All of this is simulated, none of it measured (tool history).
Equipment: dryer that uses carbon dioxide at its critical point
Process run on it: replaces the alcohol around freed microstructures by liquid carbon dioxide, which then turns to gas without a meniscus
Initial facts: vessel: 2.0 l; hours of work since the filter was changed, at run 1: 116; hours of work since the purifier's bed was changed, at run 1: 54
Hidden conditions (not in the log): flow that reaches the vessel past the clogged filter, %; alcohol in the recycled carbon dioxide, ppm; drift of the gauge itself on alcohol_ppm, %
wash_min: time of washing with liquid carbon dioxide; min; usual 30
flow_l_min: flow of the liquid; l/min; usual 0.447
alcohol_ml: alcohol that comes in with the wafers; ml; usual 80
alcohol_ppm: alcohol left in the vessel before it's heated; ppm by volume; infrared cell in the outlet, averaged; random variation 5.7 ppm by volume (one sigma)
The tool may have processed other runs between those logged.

run,day,wash_min,flow_l_min,alcohol_ml,hours of work since the filter was changed,hours of work since the purifier's bed was changed,alcohol_ppm
1,0.000,30,0.447,80,116,54,238
2,0.404,30,0.447,80,122,60,234
3,0.638,41,0.447,80,126,64,63
4,1.008,41,0.447,80,131,69,61
5,1.329,30,0.447,80,136,74,252
6,1.533,20,0.447,80,139,77,1266
7,1.767,20,0.447,80,143,81,1271
8,1.967,20,0.447,80,146,84,1258
9,2.283,36,0.430,28,151,88,69
10,2.546,36,0.430,28,155,92,77
11,2.771,36,0.430,28,158,96,69
12,3.021,30,0.397,64,162,100,380
13,3.371,39,0.519,80,167,105,58
14,3.758,33,0.647,106,173,111,65
15,4.179,33,0.647,106,179,117,62
16,4.458,33,0.647,106,183,121,56

4 ways to go on from here, each from the tool as it stands after run 16. What would each give?
A,4.862,34,0.647,109,189,127,?
B,4.862,33,0.647,33,189,127,?
C,4.862,26,0.461,55,189,127,?
D,4.862,33,0.664,32,189,127,?

run,alcohol_ppm
A,59
B,53
C,322
D,51
The same runs, with their run-to-run variation unchanged, on a tool lacking any hidden condition would have given:
run,alcohol_ppm
A,7
B,4
C,213
D,4
